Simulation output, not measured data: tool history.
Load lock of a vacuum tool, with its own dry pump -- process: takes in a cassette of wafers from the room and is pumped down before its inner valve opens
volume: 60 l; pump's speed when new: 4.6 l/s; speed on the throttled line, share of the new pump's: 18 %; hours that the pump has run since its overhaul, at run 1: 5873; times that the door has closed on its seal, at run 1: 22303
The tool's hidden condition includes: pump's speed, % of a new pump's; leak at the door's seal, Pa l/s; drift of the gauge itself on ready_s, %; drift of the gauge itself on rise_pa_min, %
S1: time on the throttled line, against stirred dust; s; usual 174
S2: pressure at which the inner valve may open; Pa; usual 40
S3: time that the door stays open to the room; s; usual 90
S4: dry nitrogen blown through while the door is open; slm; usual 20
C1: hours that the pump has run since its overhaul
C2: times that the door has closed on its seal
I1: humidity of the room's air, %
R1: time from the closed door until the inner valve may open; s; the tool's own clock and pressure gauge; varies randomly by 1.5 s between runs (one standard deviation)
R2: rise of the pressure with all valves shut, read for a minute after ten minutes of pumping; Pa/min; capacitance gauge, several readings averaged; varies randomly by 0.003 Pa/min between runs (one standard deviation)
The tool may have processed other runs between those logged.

Run 1, hour 0: usual settings; C1 5873; C2 22303; I1 48.9. Result: R1 243.1 s, R2 0.021 Pa/min.
Run 2, hour 257.5: usual settings but S2 36 Pa; C1 6131; C2 23018; I1 49. Result: R1 243 s, R2 0.015 Pa/min.
Run 3, hour 469.3: usual settings; C1 6343; C2 23606; I1 45.9. Result: R1 247.4 s, R2 0.013 Pa/min.
At hour 601.6: door's seal changed, seat wiped.
Run 4, hour 708.5: usual settings; C1 6580; C2 296; I1 43.9. Result: R1 242.8 s, R2 0.016 Pa/min.
Run 5, hour 855.8: usual settings; C1 6728; C2 705; I1 47.3. Result: R1 243.3 s, R2 0.014 Pa/min.
Run 6, hour 1080.1: usual settings but S2 73 Pa; C1 6952; C2 1328; I1 46.9. Result: R1 236 s, R2 0.015 Pa/min.
Run 7, hour 1329.7: usual settings but S2 73 Pa; C1 7202; C2 2021; I1 44.3. Result: R1 238.6 s, R2 0.015 Pa/min.
Run 8, hour 1460.9: usual settings but S2 73 Pa; C1 7333; C2 2385; I1 43.5. Result: R1 235.7 s, R2 0.013 Pa/min.
Run 9, hour 1618.8: usual settings but S2 73 Pa; C1 7491; C2 2823; I1 40.9. Result: R1 238.9 s, R2 0.015 Pa/min.
Run 10, hour 1886.5: usual settings but S2 73 Pa; C1 7758; C2 3566; I1 45.9. Result: R1 238.7 s, R2 0.016 Pa/min.
Run 11, hour 2041: usual settings but S2 73 Pa; C1 7913; C2 3995; I1 43.5. Result: R1 234.3 s, R2 0.015 Pa/min.
Run 12, hour 2241.5: usual settings but S2 73 Pa; C1 8113; C2 4551; I1 46.7. Result: R1 234.9 s, R2 0.01 Pa/min.
Run 13, hour 2478.4: usual settings but S1 258 s, S3 29 s, S4 8 slm; C1 8350; C2 5209; I1 42.6. Result: R1 312.5 s, R2 0.012 Pa/min.
Run 14, hour 2700.7: usual settings but S1 258 s, S2 61 Pa, S3 95 s, S4 8 slm; C1 8573; C2 5826; I1 48.9. Result: R1 307.4 s, R2 0.022 Pa/min.
Run 15, hour 2926.1: usual settings but S1 258 s, S2 61 Pa, S3 95 s, S4 8 slm; C1 8798; C2 6452; I1 44.5. Result: R1 306.5 s, R2 0.024 Pa/min.
Run 16, hour 3071.1: usual settings but S1 90 s, S2 28 Pa, S3 52 s; C1 8943; C2 6854; I1 44. Result: R1 182 s, R2 0.011 Pa/min.
Run 17, hour 3343.4: usual settings but S1 90 s, S2 28 Pa, S3 52 s; C1 9215; C2 7610; I1 48.2. Result: R1 179.6 s, R2 0.011 Pa/min.
Run 18, hour 3564: usual settings but S1 90 s, S2 28 Pa, S3 52 s; C1 9436; C2 8222; I1 45.7. Result: R1 182.2 s, R2 0.011 Pa/min.
Run 19, hour 3787.7: usual settings but S1 97 s, S4 8 slm; C1 9659; C2 8843; I1 40.5. Result: R1 180.2 s, R2 0.024 Pa/min.
Run 20, hour 4054.5: usual settings but S1 99 s, S2 35 Pa, S4 8 slm; C1 9926; C2 9584; I1 46.6. Result: R1 185.2 s, R2 0.026 Pa/min.
Run 21, hour 4327.9: usual settings but S1 250 s; C1 10200; C2 10343; I1 47.5. Result: R1 307 s, R2 0.011 Pa/min.

Each row is a separate what-if for the run after 21, all from the same tool condition, not one after another. Results?
Run A, hour 4568.2: usual settings but S1 250 s, S4 13 slm; C1 10440; C2 11010; I1 42.5. Result: R1 ?, R2 ?.
Run B, hour 4568.2: usual settings but S2 62 Pa; C1 10440; C2 11010; I1 45. Result: R1 ?, R2 ?.
Run C, hour 4568.2: usual settings but S3 38 s, S4 14 slm; C1 10440; C2 11010; I1 40.2. Result: R1 ?, R2 ?.
Run D, hour 4568.2: usual settings but S4 4 slm; C1 10440; C2 11010; I1 44. Result: R1 ?, R2 ?.

run     R1     R2
  A  307.3  0.018
  B  240.8   0.01
  C  242.1  0.011
  D    246   0.03
Stripped of hidden state, with their random variation kept, the same runs would have yielded:
run     R1     R2
  A  307.3  0.017
  B  240.7  0.009
  C  242.1  0.011
  D  245.9   0.03
